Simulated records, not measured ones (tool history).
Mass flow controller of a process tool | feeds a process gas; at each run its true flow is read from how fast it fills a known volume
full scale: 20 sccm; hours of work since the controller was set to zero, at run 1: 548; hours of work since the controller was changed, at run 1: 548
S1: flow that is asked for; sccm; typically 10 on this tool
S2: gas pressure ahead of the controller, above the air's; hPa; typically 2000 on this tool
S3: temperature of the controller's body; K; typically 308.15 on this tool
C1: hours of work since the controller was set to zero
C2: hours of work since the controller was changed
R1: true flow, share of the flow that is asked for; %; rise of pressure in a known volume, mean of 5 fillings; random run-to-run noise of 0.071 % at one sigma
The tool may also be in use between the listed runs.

run     day  S1    S2      S3   C1   C2     R1
  1       0  10  2000  308.15  548  548  99.94
  2   2.508  10  2770  308.15  575  575  99.84
  3   4.954  10  2000  304.15  601  601  99.81
  4   7.446  10  2000  304.15  628  628  99.83
  5  10.358  10  2000  304.15  660  660    100
  6  12.812  10  2000  304.15  686  686  99.83
  7  15.912   3  2000  308.15  720  720   99.8
  8  17.388   3  2000  308.15  736  736  99.73
  9  20.571   7  1900  293.15  770  770  98.94
 10  23.571   5  1680  298.15  802  802   99.2

Forecast run 11:
 11  26.867  10  2000  299.15  838  838   ?

R1: 99.53 %
On a tool with no hidden condition, and with the same random variation, this run would have come out at R1 99.53 %.

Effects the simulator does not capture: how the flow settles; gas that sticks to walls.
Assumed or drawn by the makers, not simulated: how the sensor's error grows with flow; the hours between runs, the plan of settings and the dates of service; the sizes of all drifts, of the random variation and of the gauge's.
